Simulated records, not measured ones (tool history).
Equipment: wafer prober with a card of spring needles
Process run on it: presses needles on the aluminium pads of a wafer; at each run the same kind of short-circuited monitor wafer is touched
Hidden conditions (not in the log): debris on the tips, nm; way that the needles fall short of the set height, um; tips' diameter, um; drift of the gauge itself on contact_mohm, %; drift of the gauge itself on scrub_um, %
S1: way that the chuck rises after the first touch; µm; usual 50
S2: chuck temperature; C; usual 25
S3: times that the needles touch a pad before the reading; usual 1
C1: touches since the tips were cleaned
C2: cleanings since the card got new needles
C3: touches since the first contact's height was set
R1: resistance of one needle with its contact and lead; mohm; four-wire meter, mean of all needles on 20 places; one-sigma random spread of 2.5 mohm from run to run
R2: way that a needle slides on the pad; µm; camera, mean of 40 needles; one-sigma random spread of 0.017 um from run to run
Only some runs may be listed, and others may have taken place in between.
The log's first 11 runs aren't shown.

run   hour  S1   S2  S3    C1  C2     C3   R1    R2
 12   75.6  50   25   1  1235  16  68794  382  7.75
 13   81.6  50   25   1  2143  16  69702  423  7.76
 14   87.5  50   25   1  3041  16  70600  459  7.77
      94.0  -- tips cleaned on abrasive film
 15   96.9  50   25   1   434  17  72023  334  7.76
 16  106.2  50   25   1  1856  17  73445  409  7.73
 17  115.8  50   25   2  3314  17  74903  390  7.77
     120.7  -- tips cleaned on abrasive film
 18  124.2  50   25   2   526  18  76164  322  7.73
 19  133.5  50   25   2  1949  18  77587  362  7.76
 20  142.8  53   50   2  3362  18  79000  384  8.16
     147.0  -- tips cleaned on abrasive film
 21  149.0  50   38   1   304  19  79926  332  7.73
 22  157.2  53  107   3  1558  19  81180  345  8.21
 23  162.9  53  107   3  2414  19  82036  353  8.18
 24  172.2  53  107   3  3833  19  83455  366  8.21
     173.6  -- tips cleaned on abrasive film
 25  179.0  50   76   1   817  20  84478  364  7.75
 26  189.0  46   38   1  2345  20  86006  463  7.10
 27  197.0  50   25   2  3557  20  87218  397  7.72
     200.2  -- tips cleaned on abrasive film
 28  202.7  50   25   2   390  21  88079  306  7.74
 29  211.3  45   28   1  1701  21  89390  445  6.94
 30  220.8  45   33   1  3143  21  90832  516  6.93
     226.7  -- tips cleaned on abrasive film
 31  230.5  34   67   2   582  22  92293  389  5.17
 32  239.1  50   26   1  1895  22  93606  424  7.71
 33  248.6  50   26   1  3337  22  95048  475  7.69
     253.1  -- tips cleaned on abrasive film
 34  256.3  51   40   1   488  23  96211  337  7.85

Branching from run 34: 5 alternative next runs. What would each branch give?
  A  265.6  31   40   1  1906  23  97629   ?   ?
  B  265.6  47   62   1  1906  23  97629   ?   ?
  C  265.6  39  105   2  1906  23  97629   ?   ?
  D  265.6  46   28   3  1906  23  97629   ?   ?
  E  265.6  45   91   2  1906  23  97629   ?   ?

run   R1    R2
  A  646  4.72
  B  435  7.25
  C  429  5.96
  D  341  7.08
  E  395  6.92
Had the tool no hidden state, the same runs would have come out as:
run   R1    R2
  A  306  4.88
  B  293  7.41
  C  314  6.12
  D  284  7.24
  E  305  7.08
